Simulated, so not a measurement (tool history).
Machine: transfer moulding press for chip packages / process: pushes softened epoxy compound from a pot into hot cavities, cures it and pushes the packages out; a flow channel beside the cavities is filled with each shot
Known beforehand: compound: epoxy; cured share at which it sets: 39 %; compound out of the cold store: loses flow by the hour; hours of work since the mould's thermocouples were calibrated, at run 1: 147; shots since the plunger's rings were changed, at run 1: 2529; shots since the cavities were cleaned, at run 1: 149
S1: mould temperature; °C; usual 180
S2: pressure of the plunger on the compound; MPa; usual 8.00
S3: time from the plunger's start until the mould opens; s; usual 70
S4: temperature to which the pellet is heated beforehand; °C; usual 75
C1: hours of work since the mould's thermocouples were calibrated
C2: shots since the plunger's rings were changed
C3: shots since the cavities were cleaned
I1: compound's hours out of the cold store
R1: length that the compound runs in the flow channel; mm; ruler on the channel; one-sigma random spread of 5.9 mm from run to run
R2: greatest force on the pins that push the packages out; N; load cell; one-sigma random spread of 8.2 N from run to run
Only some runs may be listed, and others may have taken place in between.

Run 1, hour 0.0: usual settings; C1 147; C2 2529; C3 149; I1 26.4. Result: R1 606 mm, R2 542 N.
Run 2, hour 10.1: usual settings but S3 61 s; C1 154; C2 2714; C3 334; I1 47.4. Result: R1 578 mm, R2 891 N.
Run 3, hour 20.0: usual settings but S3 61 s; C1 162; C2 2896; C3 516; I1 21.8. Result: R1 618 mm, R2 1060 N.
Run 4, hour 29.0: usual settings but S3 61 s; C1 169; C2 3061; C3 681; I1 10.6. Result: R1 618 mm, R2 1146 N.
Run 5, hour 37.8: usual settings but S3 61 s; C1 176; C2 3223; C3 843; I1 12.2. Result: R1 632 mm, R2 1199 N.
At hour 44.5: cavities cleaned with cleaning compound and waxed.
Run 6, hour 47.0: usual settings but S3 61 s; C1 182; C2 3363; C3 45; I1 15.0. Result: R1 618 mm, R2 622 N.
Run 7, hour 53.8: usual settings but S3 61 s; C1 187; C2 3488; C3 170; I1 30.3. Result: R1 594 mm, R2 750 N.
Run 8, hour 64.0: usual settings; C1 195; C2 3676; C3 358; I1 8.8. Result: R1 637 mm, R2 694 N.
Run 9, hour 70.9: usual settings but S1 184 °C; C1 201; C2 3802; C3 484; I1 46.0. Result: R1 571 mm, R2 515 N.
Run 10, hour 78.4: usual settings but S1 184 °C; C1 206; C2 3939; C3 621; I1 44.7. Result: R1 560 mm, R2 553 N.
Run 11, hour 84.9: usual settings but S1 184 °C; C1 211; C2 4058; C3 740; I1 25.0. Result: R1 579 mm, R2 602 N.
At hour 96.9: cavities cleaned with cleaning compound and waxed.
Run 12, hour 96.9: usual settings but S2 7.80 MPa; C1 220; C2 4252; C3 0; I1 47.3. Result: R1 558 mm, R2 358 N.
Run 13, hour 104.2: usual settings; C1 225; C2 4386; C3 134; I1 39.3. Result: R1 571 mm, R2 493 N.
Run 14, hour 113.7: usual settings; C1 233; C2 4560; C3 308; I1 36.5. Result: R1 572 mm, R2 634 N.
Run 15, hour 122.1: usual settings; C1 239; C2 4714; C3 462; I1 8.4. Result: R1 613 mm, R2 761 N.
Run 16, hour 131.2: usual settings; C1 246; C2 4881; C3 629; I1 37.8. Result: R1 553 mm, R2 755 N.
At hour 138.2: plunger's sealing rings changed.
Run 17, hour 140.1: usual settings but S1 187 °C, S3 67 s, S4 70 °C; C1 251; C2 35; C3 746; I1 30.9. Result: R1 628 mm, R2 585 N.
Run 18, hour 148.4: usual settings but S1 187 °C, S2 7.54 MPa, S3 68 s, S4 81 °C; C1 258; C2 187; C3 898; I1 8.9. Result: R1 639 mm, R2 557 N.
At hour 152.0: cavities cleaned with cleaning compound and waxed.
Run 19, hour 156.1: usual settings but S1 175 °C, S2 9.70 MPa, S4 74 °C; C1 263; C2 302; C3 75; I1 34.0. Result: R1 700 mm, R2 648 N.
Run 20, hour 161.3: usual settings but S1 181 °C, S2 6.28 MPa, S4 83 °C; C1 267; C2 397; C3 170; I1 46.0. Result: R1 530 mm, R2 476 N.
Run 21, hour 168.4: usual settings but S1 178 °C, S2 9.16 MPa, S4 79 °C; C1 272; C2 526; C3 299; I1 35.6. Result: R1 667 mm, R2 691 N.
Run 22, hour 175.1: usual settings but S1 183 °C, S2 8.22 MPa, S4 79 °C; C1 277; C2 651; C3 424; I1 34.3. Result: R1 637 mm, R2 552 N.
Run 23, hour 184.6: usual settings but S1 183 °C, S2 8.22 MPa, S4 79 °C; C1 285; C2 823; C3 596; I1 12.6. Result: R1 661 mm, R2 647 N.
Run 24, hour 188.8: usual settings but S1 186 °C, S4 69 °C; C1 288; C2 902; C3 675; I1 19.9. Result: R1 634 mm, R2 554 N.
Run 25, hour 195.4: usual settings but S1 186 °C, S4 69 °C; C1 293; C2 1023; C3 796; I1 26.1. Result: R1 620 mm, R2 570 N.
At hour 204.6: cavities cleaned with cleaning compound and waxed.
Run 26, hour 206.7: usual settings but S1 186 °C, S4 69 °C; C1 301; C2 1201; C3 37; I1 37.7. Result: R1 595 mm, R2 301 N.
Run 27, hour 212.9: usual settings but S1 186 °C, S4 69 °C; C1 306; C2 1316; C3 152; I1 46.3. Result: R1 592 mm, R2 363 N.
Run 28, hour 217.7: usual settings but S1 186 °C, S4 69 °C; C1 309; C2 1403; C3 239; I1 46.8. Result: R1 579 mm, R2 402 N.
Run 29, hour 225.7: usual settings but S1 185 °C, S4 69 °C; C1 316; C2 1551; C3 387; I1 30.6. Result: R1 615 mm, R2 509 N.

What if the next run were any one of these 4? Each begins from the tool's condition after run 29:
Run A, hour 236.1: usual settings but S1 185 °C, S4 82 °C; C1 324; C2 1742; C3 578; I1 44.2. Result: R1 ?, R2 ?.
Run B, hour 236.1: usual settings but S4 79 °C; C1 324; C2 1742; C3 578; I1 13.5. Result: R1 ?, R2 ?.
Run C, hour 236.1: usual settings but S1 185 °C, S3 67 s, S4 69 °C; C1 324; C2 1742; C3 578; I1 13.2. Result: R1 ?, R2 ?.
Run D, hour 236.1: usual settings but S1 184 °C; C1 324; C2 1742; C3 578; I1 13.7. Result: R1 ?, R2 ?.

run   R1   R2
  A  573  519
  B  629  797
  C  625  627
  D  623  607
What these runs would have given with no unlogged condition in the tool:
run   R1   R2
  A  594  251
  B  652  380
  C  648  303
  D  646  292
